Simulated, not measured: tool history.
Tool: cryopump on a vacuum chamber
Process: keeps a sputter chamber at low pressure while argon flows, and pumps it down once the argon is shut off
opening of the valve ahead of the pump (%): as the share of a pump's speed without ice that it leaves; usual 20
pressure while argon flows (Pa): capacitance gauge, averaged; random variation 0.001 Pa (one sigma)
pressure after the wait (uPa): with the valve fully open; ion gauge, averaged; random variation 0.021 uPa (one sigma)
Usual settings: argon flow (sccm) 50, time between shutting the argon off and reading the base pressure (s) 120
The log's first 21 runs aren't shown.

run    hour  argon flow (sccm)  time between shutting the argon off and reading the base pressure (s)  opening of the valve ahead of the pump (%)  pressure while argon flows (Pa)  pressure after the wait (uPa)
 22  1558.1                 25                                                                     44                                          19                           0.1192                           1.03
 23  1633.0                 53                                                                    120                                          20                           0.2442                           0.65
 24  1705.0                 80                                                                    232                                          16                           0.4624                           0.54
 25  1773.0                 33                                                                    277                                          20                           0.1538                           0.51
 26  1825.6                 58                                                                    120                                          22                           0.2474                           0.69
 27  1911.7                 56                                                                    198                                          29                           0.1854                           0.60
 28  1970.7                 56                                                                    198                                          29                           0.1860                           0.65
 29  2072.6                 84                                                                    120                                          59                           0.1539                           0.76
 30  2152.3                 50                                                                    120                                          35                           0.1432                           0.84
 31  2206.3                 46                                                                     31                                          20                           0.2175                           1.67
 32  2290.1                 25                                                                     60                                          54                           0.0499                           1.18
     2324.3  -- pump warmed up, emptied and cooled again
 33  2369.6                 48                                                                    120                                          36                           0.1186                           0.77

Forecast each of these 5 alternatives for the next run:
  A  2450.1                 35                                                                    120                                          43                                ?                              ?
  B  2450.1                 27                                                                     62                                          36                                ?                              ?
  C  2450.1                 41                                                                     48                                          20                                ?                              ?
  D  2450.1                 61                                                                    120                                          20                                ?                              ?
  E  2450.1                 20                                                                    120                                          20                                ?                              ?

run  pressure while argon flows (Pa)  pressure after the wait (uPa)
  A                           0.0720                           0.75
  B                           0.0669                           1.02
  C                           0.1814                           1.23
  D                           0.2703                           0.74
  E                           0.0871                           0.74
Without the tool's hidden state the same runs would have given:
run  pressure while argon flows (Pa)  pressure after the wait (uPa)
  A                           0.0704                           0.42
  B                           0.0657                           0.69
  C                           0.1795                           0.89
  D                           0.2675                           0.41
  E                           0.0862                           0.40
